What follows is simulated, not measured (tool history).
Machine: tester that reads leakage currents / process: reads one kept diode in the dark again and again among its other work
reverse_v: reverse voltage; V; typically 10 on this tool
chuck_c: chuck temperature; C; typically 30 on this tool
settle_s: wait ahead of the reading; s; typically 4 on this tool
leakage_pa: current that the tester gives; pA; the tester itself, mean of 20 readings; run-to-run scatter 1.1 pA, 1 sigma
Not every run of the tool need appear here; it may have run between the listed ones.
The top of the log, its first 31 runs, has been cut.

run,hour,reverse_v,chuck_c,settle_s,leakage_pa
32,952.2,9.4,37,2.68,604.85
33,972.7,8.4,57,0.4,2505.24
34,998.8,11.3,24,0.3,227.9
35,1033.4,10.3,30,1.47,357.28
36,1055.6,10.3,30,1.47,354.96
37,1087.9,10.3,30,1.47,360.06
38,1124.2,4,50,4,1175.76
39,1146.8,7.1,27,6.67,243.87
40,1166.9,7.1,27,6.67,243.1

Below are 4 alternative next runs, each starting from the tool's condition after run 40. Predict each:
A,1197.6,3.2,30,0.5,?
B,1197.6,12.7,27,2.5,?
C,1197.6,1.2,41,2.43,?
D,1197.6,2.1,30,4,?

run,leakage_pa
A,235.94
B,299.1
C,394.23
D,201.94
Stripped of hidden state, with their random variation kept, the same runs would have yielded:
run,leakage_pa
A,236.29
B,299.54
C,394.77
D,202.24
